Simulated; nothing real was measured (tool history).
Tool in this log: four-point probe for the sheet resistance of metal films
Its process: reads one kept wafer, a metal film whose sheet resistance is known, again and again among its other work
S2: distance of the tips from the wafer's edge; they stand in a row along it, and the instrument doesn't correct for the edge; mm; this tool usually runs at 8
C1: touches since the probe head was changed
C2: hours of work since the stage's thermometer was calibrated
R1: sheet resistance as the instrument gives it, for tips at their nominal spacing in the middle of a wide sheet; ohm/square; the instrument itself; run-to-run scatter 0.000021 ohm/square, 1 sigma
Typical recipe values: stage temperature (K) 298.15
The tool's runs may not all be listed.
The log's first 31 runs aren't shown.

Run 32, hour 1203.4: usual settings but stage temperature (K) 302.15, S2 27 mm; C1 113471; C2 998. Result: R1 0.102016 ohm/square.
Run 33, hour 1252.7: usual settings but stage temperature (K) 307.15, S2 17 mm; C1 116474; C2 1035. Result: R1 0.102446 ohm/square.
Run 34, hour 1304.8: usual settings but stage temperature (K) 303.15; C1 119641; C2 1073. Result: R1 0.102876 ohm/square.
Run 35, hour 1359.7: usual settings but stage temperature (K) 303.15, S2 14 mm; C1 122981; C2 1114. Result: R1 0.102297 ohm/square.
Run 36, hour 1413.3: usual settings but stage temperature (K) 292.15, S2 43 mm; C1 126243; C2 1154. Result: R1 0.101359 ohm/square.
Run 37, hour 1445.5: usual settings but stage temperature (K) 294.15, S2 19 mm; C1 128207; C2 1178. Result: R1 0.101618 ohm/square.
Run 38, hour 1475.9: usual settings but S2 10 mm; C1 130056; C2 1200. Result: R1 0.102210 ohm/square.
Run 39, hour 1506.8: usual settings but S2 10 mm; C1 131935; C2 1223. Result: R1 0.102255 ohm/square.
Run 40, hour 1559.5: usual settings but S2 10 mm; C1 135139; C2 1262. Result: R1 0.102289 ohm/square.
Run 41, hour 1607.9: usual settings but S2 10 mm; C1 138088; C2 1298. Result: R1 0.102229 ohm/square.
Run 42, hour 1631.2: usual settings but stage temperature (K) 306.15, S2 36 mm; C1 139501; C2 1315. Result: R1 0.102224 ohm/square.
Run 43, hour 1660.4: usual settings but stage temperature (K) 306.15, S2 36 mm; C1 141278; C2 1337. Result: R1 0.102243 ohm/square.
Run 44, hour 1690.9: usual settings but stage temperature (K) 293.15, S2 28 mm; C1 143139; C2 1359. Result: R1 0.101481 ohm/square.
Run 45, hour 1728.8: usual settings but stage temperature (K) 295.15, S2 62 mm; C1 145444; C2 1388. Result: R1 0.101519 ohm/square.

Consider 4 possible next runs. They are alternatives, not a sequence: every one starts from the tool as it was left by run 45. What does each give?
Run A, hour 1770.8: usual settings but stage temperature (K) 301.15, S2 15 mm; C1 148000; C2 1419. Result: R1 ?.
Run B, hour 1770.8: usual settings but stage temperature (K) 296.15, S2 62 mm; C1 148000; C2 1419. Result: R1 ?.
Run C, hour 1770.8: usual settings but stage temperature (K) 293.15, S2 12 mm; C1 148000; C2 1419. Result: R1 ?.
Run D, hour 1770.8: usual settings but stage temperature (K) 291.15, S2 29 mm; C1 148000; C2 1419. Result: R1 ?.

run        R1
  A  0.102156
  B  0.101534
  C  0.101779
  D  0.101338
Take away the tool's hidden state, keep each run's random variation, and the runs would have read:
run        R1
  A  0.102167
  B  0.101545
  C  0.101789
  D  0.101349
